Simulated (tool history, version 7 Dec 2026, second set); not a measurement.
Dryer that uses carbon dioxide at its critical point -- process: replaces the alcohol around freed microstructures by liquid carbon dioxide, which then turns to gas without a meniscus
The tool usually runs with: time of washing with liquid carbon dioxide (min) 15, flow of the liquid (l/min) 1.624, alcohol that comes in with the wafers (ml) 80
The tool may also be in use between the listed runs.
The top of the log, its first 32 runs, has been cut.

run	hour	time of washing with liquid carbon dioxide (min)	flow of the liquid (l/min)	alcohol that comes in with the wafers (ml)	hours of work since the filter was changed	hours of work since the purifier's bed was changed	alcohol left in the vessel before it's heated (ppm by volume)
33	1067.2	11	2.48	28	57	955	98
34	1091.3	19	1.74	41	69	967	90
35	1125.2	14	2.09	27	85	983	85
36	1156.7	15	1.624	21	100	998	118
37	1194.8	15	1.75	36	118	1016	128
38	1241.8	15	1.75	36	140	1038	133
39	1266.9	15	1.75	36	152	1050	131
40	1288.5	16	2.31	88	162	1060	106
41	1322.9	16	2.31	88	179	1077	105
42	1344.1	16	2.31	41	189	1087	90
43	1374	13	1.24	31	203	1101	431
44	1400.7	13	2.3	82	215	1113	146
45	1429.6	15	2.3	21	229	1127	103
46	1452.5	15	2.07	61	240	1138	125

Predict each of these 4 candidate next runs independently; none follows another, all start after run 46:
A	1481.7	15	2.07	50	254	1152	?
B	1481.7	17	2.37	58	254	1152	?
C	1481.7	15	2.07	66	254	1152	?
D	1481.7	15	1.21	80	254	1152	?

run	alcohol left in the vessel before it's heated (ppm by volume)
A	114
B	101
C	133
D	749
Take away the tool's hidden state, keep each run's random variation, and the runs would have read:
run	alcohol left in the vessel before it's heated (ppm by volume)
A	18
B	9
C	32
D	507
